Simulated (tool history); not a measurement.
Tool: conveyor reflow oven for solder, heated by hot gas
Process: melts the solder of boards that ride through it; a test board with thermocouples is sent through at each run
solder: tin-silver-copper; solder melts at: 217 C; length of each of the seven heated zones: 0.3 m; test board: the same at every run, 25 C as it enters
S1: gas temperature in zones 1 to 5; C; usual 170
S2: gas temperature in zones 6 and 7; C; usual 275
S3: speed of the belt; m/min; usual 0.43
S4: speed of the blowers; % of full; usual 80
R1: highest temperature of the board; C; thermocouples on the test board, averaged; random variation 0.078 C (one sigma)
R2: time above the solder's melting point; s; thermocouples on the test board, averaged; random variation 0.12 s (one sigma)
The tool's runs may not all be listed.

run	hour	S1	S2	S3	S4	R1	R2
1	0	170	275	0.43	80	261.79	68.3
2	6.4	170	275	0.43	80	261.7	68
3	10.4	170	275	0.341	80	267.98	91.5
4	19.7	170	275	0.341	80	267.85	91.9
5	28.4	170	275	0.341	80	267.91	91.5
6	35.6	170	275	0.402	80	263.74	74.6
7	41.2	170	283	0.402	80	271.13	78.3
8	45.4	170	283	0.402	80	271.01	78.4
9	54.8	170	278	0.43	57	259.6	65.8
10	62.1	156	275	0.43	80	259.73	62.3
11	68.4	170	276	0.43	80	262.79	68.5
12	75.5	170	268	0.43	80	255.44	64.4

Forecast each of these 4 alternatives for the next run:
A	79.4	174	264	0.43	51	?	?
B	79.4	165	275	0.43	80	?	?
C	79.4	180	283	0.432	80	?	?
D	79.4	170	268	0.509	80	?	?

run	R1	R2
A	246.74	57
B	261.18	66
C	270.12	75.7
D	250.05	49.3
Without the tool's hidden state the same runs would have given:
run	R1	R2
A	245.73	56.1
B	260.15	65.4
C	269.08	75.2
D	249.13	48.7
